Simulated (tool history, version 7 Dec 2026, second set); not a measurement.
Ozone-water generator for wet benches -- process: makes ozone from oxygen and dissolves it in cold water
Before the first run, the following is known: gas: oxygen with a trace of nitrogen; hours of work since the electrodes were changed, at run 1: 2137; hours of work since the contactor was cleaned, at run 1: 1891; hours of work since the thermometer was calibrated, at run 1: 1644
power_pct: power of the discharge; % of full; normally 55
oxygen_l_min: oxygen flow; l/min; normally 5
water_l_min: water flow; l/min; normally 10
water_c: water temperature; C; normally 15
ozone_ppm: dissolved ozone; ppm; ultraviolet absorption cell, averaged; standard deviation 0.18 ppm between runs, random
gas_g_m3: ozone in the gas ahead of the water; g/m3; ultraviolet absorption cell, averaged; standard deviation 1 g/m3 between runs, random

run      day  power_pct  oxygen_l_min  water_l_min  water_c  hours of work since the electrodes were changed  hours of work since the contactor was cleaned  hours of work since the thermometer was calibrated  ozone_ppm  gas_g_m3
  1        0         55             5           10       15                                             2137                                           1891                                                1644       22.5     161.5
  2    3.608         55             5           10       15                                             2223                                           1977                                                1731       22.6     161.3
  3    8.833         55             5           10       15                                             2348                                           2102                                                1856       22.2     159.8
  4   13.862         55             5           10       15                                             2468                                           2222                                                1976       22.2     160.8
  5   19.821         55             5           10       15                                             2611                                           2364                                                2118         22     158.4
  6   23.162         55             5           10       15                                             2691                                           2444                                                2198         22     157.9
  7   28.933         55           6.7           10       15                                             2829                                           2582                                                2336       21.2     137.5
      31.083  -- contactor cleaned
  8    34.05         55             5           10       15                                             2947                                             71                                                2454       23.1     159.8
  9   38.283         55             5           10       15                                             3048                                            172                                                2556         23       157
 10   43.829         55             5           10       15                                             3181                                            305                                                2688       22.9       156
 11   48.838         55             5           10       15                                             3300                                            424                                                2808       22.7     156.5
 12   52.438         55             5           10       15                                             3387                                            510                                                2894       22.5     153.4
 13   56.617         55             5           10        8                                             3486                                            610                                                2994       25.4     153.8
 14    63.95         55             5           10        8                                             3662                                            786                                                3169       25.4     153.7
 15   67.117         55             5           10        8                                             3737                                            861                                                3245       25.3     152.9
 16   74.262         55             5           10        8                                             3908                                           1032                                                3416         25     152.5
 17   81.492         73          4.74           10       10                                             4081                                           1205                                                3589       27.6     180.6
 18   89.104         41          5.93           10       10                                             4263                                           1387                                                3770       20.1     120.8
 19   95.646         89          5.93           10       10                                             4419                                           1543                                                3927       29.8     176.6
 20  103.183         89          5.93           12       10                                             4600                                           1723                                                4107       25.8       176
 21  108.808         55          7.66           10       15                                             4734                                           1858                                                4242       19.7     123.5
 22  114.488         55          7.66           10       15                                             4870                                           1994                                                4377       20.1     123.3
 23  118.008         48             5            9        9                                             4954                                           2078                                                4461       23.1     138.3
 24  123.471         71             5            8        9                                             5085                                           2208                                                4592       29.9     166.8
     127.346  -- electrodes of the discharge changed
 25  127.508         54             5           10       21                                                4                                           2299                                                4682       20.6     168.2
 26  133.804         54             5           10       21                                              154                                           2449                                                4833       20.8     167.7
 27  138.058         51          5.74            9        8                                              256                                           2551                                                4935       27.2       153
     141.317  -- contactor cleaned
 28  142.496         51          5.74            9        8                                              358                                             28                                                5037       28.6     151.7

Expected results for the next run?
 29  146.504         51          5.74            9        8                                              454                                            124                                                5133          ?         ?

{"run 29": {"ozone_ppm": 28.6, "gas_g_m3": 151.2}}
Without the tool's hidden state the same run would have given ozone_ppm 29.8 ppm, gas_g_m3 154.2 g/m3.

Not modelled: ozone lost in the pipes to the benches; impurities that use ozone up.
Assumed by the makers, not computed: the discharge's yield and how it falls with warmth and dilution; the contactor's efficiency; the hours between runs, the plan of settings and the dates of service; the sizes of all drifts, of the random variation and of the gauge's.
